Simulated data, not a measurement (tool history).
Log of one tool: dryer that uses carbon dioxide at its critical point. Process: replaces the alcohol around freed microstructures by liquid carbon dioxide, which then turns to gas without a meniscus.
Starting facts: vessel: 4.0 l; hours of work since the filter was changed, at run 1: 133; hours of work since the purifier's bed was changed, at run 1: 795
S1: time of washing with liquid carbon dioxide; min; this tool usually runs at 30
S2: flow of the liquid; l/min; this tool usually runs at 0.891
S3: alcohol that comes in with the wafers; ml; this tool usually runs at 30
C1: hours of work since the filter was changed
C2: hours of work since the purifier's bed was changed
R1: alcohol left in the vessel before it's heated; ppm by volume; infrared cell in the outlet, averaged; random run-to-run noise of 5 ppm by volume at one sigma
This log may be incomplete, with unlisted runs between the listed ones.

run 1 hour=0.0 | S1=30 S2=0.891 S3=30 | C1=133 C2=795 | R1=320
run 2 hour=22.5 | S1=20 S2=0.891 S3=30 | C1=145 C2=807 | R1=485
run 3 hour=68.5 | S1=30 S2=0.891 S3=30 | C1=168 C2=830 | R1=322
-- hour=86.0 purifier's bed changed
run 4 hour=110.4 | S1=30 S2=0.849 S3=30 | C1=188 C2=13 | R1=57
run 5 hour=159.2 | S1=30 S2=0.849 S3=30 | C1=213 C2=37 | R1=62
run 6 hour=193.8 | S1=30 S2=0.849 S3=30 | C1=231 C2=55 | R1=64
run 7 hour=239.2 | S1=30 S2=0.849 S3=30 | C1=254 C2=78 | R1=74
run 8 hour=272.9 | S1=30 S2=0.849 S3=33 | C1=271 C2=96 | R1=92
run 9 hour=319.1 | S1=30 S2=0.849 S3=33 | C1=295 C2=119 | R1=101
run 10 hour=351.9 | S1=30 S2=0.849 S3=33 | C1=312 C2=136 | R1=112
run 11 hour=388.2 | S1=30 S2=0.849 S3=33 | C1=330 C2=155 | R1=108
run 12 hour=412.6 | S1=30 S2=0.849 S3=33 | C1=343 C2=167 | R1=123
run 13 hour=447.8 | S1=30 S2=0.849 S3=33 | C1=361 C2=185 | R1=131
run 14 hour=469.6 | S1=30 S2=0.849 S3=33 | C1=372 C2=196 | R1=145
run 15 hour=498.7 | S1=30 S2=0.849 S3=33 | C1=387 C2=211 | R1=140
run 16 hour=521.0 | S1=30 S2=0.849 S3=33 | C1=398 C2=223 | R1=153
run 17 hour=567.7 | S1=30 S2=1.147 S3=28 | C1=422 C2=247 | R1=110
run 18 hour=616.2 | S1=30 S2=0.891 S3=26 | C1=447 C2=271 | R1=151
run 19 hour=653.2 | S1=42 S2=1.032 S3=43 | C1=466 C2=290 | R1=117
-- hour=691.1 inlet filter changed
run 20 hour=699.6 | S1=29 S2=0.764 S3=54 | C1=4 C2=314 | R1=247
run 21 hour=727.2 | S1=29 S2=0.764 S3=54 | C1=18 C2=328 | R1=246
run 22 hour=772.7 | S1=40 S2=0.764 S3=54 | C1=42 C2=351 | R1=156
run 23 hour=796.8 | S1=41 S2=0.764 S3=54 | C1=54 C2=363 | R1=155
run 24 hour=843.2 | S1=40 S2=0.842 S3=83 | C1=78 C2=387 | R1=165
run 25 hour=882.6 | S1=40 S2=0.842 S3=83 | C1=98 C2=407 | R1=179
run 26 hour=925.0 | S1=34 S2=0.891 S3=23 | C1=120 C2=429 | R1=172
run 27 hour=964.2 | S1=34 S2=1.308 S3=49 | C1=140 C2=449 | R1=168
run 28 hour=1010.5 | S1=28 S2=0.916 S3=42 | C1=164 C2=473 | R1=229
run 29 hour=1041.7 | S1=28 S2=0.916 S3=42 | C1=180 C2=489 | R1=238
run 30 hour=1062.7 | S1=35 S2=0.776 S3=42 | C1=190 C2=500 | R1=236
run 31 hour=1096.3 | S1=35 S2=0.776 S3=42 | C1=207 C2=517 | R1=239

4 options for the next run, each taken on its own from the tool as it stands now. Forecast them:
run A hour=1127.2 | S1=24 S2=0.969 S3=68 | C1=223 C2=533 | R1=?
run B hour=1127.2 | S1=30 S2=0.891 S3=40 | C1=223 C2=533 | R1=?
run C hour=1127.2 | S1=41 S2=1.183 S3=26 | C1=223 C2=533 | R1=?
run D hour=1127.2 | S1=30 S2=1.059 S3=30 | C1=223 C2=533 | R1=?

run=A R1=346
run=B R1=254
run=C R1=186
run=D R1=208
Take away the tool's hidden state, keep each run's random variation, and the runs would have read:
run=A R1=120
run=B R1=46
run=C R1=0
run=D R1=13
